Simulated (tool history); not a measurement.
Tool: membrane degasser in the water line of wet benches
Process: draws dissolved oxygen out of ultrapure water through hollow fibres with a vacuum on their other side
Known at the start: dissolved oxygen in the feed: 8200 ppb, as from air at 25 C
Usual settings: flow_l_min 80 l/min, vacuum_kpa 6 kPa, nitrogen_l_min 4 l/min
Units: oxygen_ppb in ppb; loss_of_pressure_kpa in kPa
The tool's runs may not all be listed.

run	day	flow_l_min	vacuum_kpa	nitrogen_l_min	oxygen_ppb	loss_of_pressure_kpa
1	0	80	6	4	128.8	66.18
2	1.4	80	6	4	131	66.63
# day 3.562: seals of the vacuum lines changed
3	3.925	80	6	4	131.2	66.06
4	6.383	80	6	4	130.8	66.83
5	8.254	80	6	4	133.1	66.6
6	10.45	80	8.19	4	225	66.64
7	13.075	96	6	4	154.4	79.86
8	15.125	80	8.87	4	252.3	66.3
9	16.933	80	6	4	130.7	66.41
10	19.317	80	6	4	132.4	66.74
11	20.904	80	6	4	132.6	66.32
12	22.875	80	6	4	131.1	66.15
13	24.908	80	6	4	132.7	66.73
# day 25.125: vacuum gauge calibrated
14	27.471	49	3.71	2.14	36.1	40.94
15	28.879	75	3.85	5.1	30.7	62.48
16	31.221	75	3.85	5.1	30.7	62.5
17	32.396	83	11.64	3.71	415.1	69.19
18	34.779	81	6	4	135.8	67.77
19	36.533	81	6	4	138.2	67.56
20	38.708	81	6	4	139.4	67.61
21	40.371	80	9.05	2.55	392.6	66.9

Forecast each of these 4 alternatives for the next run:
# day 41.033: vacuum gauge calibrated, once more
A	42.65	49	11.7	3.51	?	?
# day 41.033: vacuum gauge calibrated, once more
B	42.65	96	8.35	2.55	?	?
# day 41.033: vacuum gauge calibrated, once more
C	42.65	73	12.92	5.68	?	?
# day 41.033: vacuum gauge calibrated, once more
D	42.65	63	8.1	4	?	?

run	oxygen_ppb	loss_of_pressure_kpa
A	265.4	40.54
B	383.3	79.94
C	280.6	60.45
D	176	52.71
Without the tool's hidden state the same runs would have given:
run	oxygen_ppb	loss_of_pressure_kpa
A	264.4	39.25
B	380.7	77.4
C	279.4	58.53
D	174.9	51.05

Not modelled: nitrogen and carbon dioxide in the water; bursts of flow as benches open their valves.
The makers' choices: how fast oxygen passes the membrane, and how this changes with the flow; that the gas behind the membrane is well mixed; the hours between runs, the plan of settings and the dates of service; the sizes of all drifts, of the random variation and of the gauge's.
